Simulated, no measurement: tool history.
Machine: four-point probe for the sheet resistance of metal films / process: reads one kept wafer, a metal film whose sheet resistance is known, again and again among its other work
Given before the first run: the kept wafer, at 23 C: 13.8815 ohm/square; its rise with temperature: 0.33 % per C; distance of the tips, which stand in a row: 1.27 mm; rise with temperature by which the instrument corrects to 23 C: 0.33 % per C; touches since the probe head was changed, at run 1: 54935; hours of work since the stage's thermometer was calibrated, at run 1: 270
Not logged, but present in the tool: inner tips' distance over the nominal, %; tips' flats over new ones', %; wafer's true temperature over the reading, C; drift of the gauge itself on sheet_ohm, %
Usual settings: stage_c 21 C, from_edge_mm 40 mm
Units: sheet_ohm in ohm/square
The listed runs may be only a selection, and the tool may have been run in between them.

run,hour,stage_c,from_edge_mm,touches since the probe head was changed,hours of work since the stage's thermometer was calibrated,sheet_ohm
1,0,21,40,54935,270,13.97103
2,9.4,21,40,55467,277,13.970838
3,20.8,21,40,56120,285,13.970198
4,31.9,21,40,56748,293,13.970411
5,41.8,25,40,57309,300,13.976647
6,50.9,25,40,57827,306,13.968134
7,61.7,19,40,58439,314,13.979844
8,74,21,40,59141,323,13.972806
9,84.2,21,40,59718,330,13.971324
10,90.3,22,40,60067,334,13.974485
11,103,22,40,60786,343,13.980337
12,112.8,22,40,61347,350,13.978791
13,120.8,21,40,61800,356,13.976067
14,130.1,21,40,62328,362,13.978889
15,142.8,21,40,63048,371,13.976359
16,150.5,21,40,63487,377,13.978212
17,157.3,21,40,63876,381,13.982357
18,169.8,27,40,64582,390,13.977984
19,181.6,21,40,65256,399,13.975412
20,193,21,40,65904,407,13.976577
21,201,21,40,66356,412,13.977056
22,208,21,66,66757,417,13.969001
23,220.6,19,35,67471,426,13.984339
24,232.2,20,7,68129,434,14.221248
25,243.2,20,7,68755,442,14.21848
26,249.9,25,4,69137,447,14.695321
27,258,20,9,69595,452,14.123637
28,272,19,17,70391,462,14.021373
29,279.9,19,17,70843,468,14.020102
30,292,29,6,71528,476,14.305005
31,304.1,25,31,72216,485,13.98805
32,314.5,25,24,72805,492,13.999689
33,322,27,24,73235,498,13.996781
34,330.1,21,24,73694,503,14.001983
35,342.4,26,58,74395,512,13.977125
36,351.5,22,10,74910,518,14.099597
37,364.3,22,10,75639,528,14.09914
38,371.8,22,10,76065,533,14.101675
39,382.5,21,13,76673,540,14.053307
40,397.1,22,13,77504,551,14.052212
41,405.3,22,13,77969,556,14.052408
42,420.2,26,16,78812,567,14.03386
43,431.2,26,16,79442,575,14.027273
44,444.2,20,5,80177,584,14.450777

Had the tool no unlogged condition, and each run kept its random variation, what would the results have been?
run,sheet_ohm
1,13.890708
2,13.89005
3,13.88888
4,13.888515
5,13.894093
6,13.885156
7,13.896386
8,13.888664
9,13.886644
10,13.88943
11,13.894611
12,13.892572
13,13.889486
14,13.8918
15,13.888681
16,13.890057
17,13.893873
18,13.888802
19,13.885715
20,13.886273
21,13.886339
22,13.877911
23,13.892542
24,14.127439
25,14.124139
26,14.597636
27,14.029091
28,13.926762
29,13.92506
30,14.207367
31,13.891869
32,13.902927
33,13.899606
34,13.904483
35,13.879073
36,14.000381
37,13.999231
38,14.001312
39,13.952742
40,13.950895
41,13.950662
42,13.931298
43,13.924155
44,14.34431

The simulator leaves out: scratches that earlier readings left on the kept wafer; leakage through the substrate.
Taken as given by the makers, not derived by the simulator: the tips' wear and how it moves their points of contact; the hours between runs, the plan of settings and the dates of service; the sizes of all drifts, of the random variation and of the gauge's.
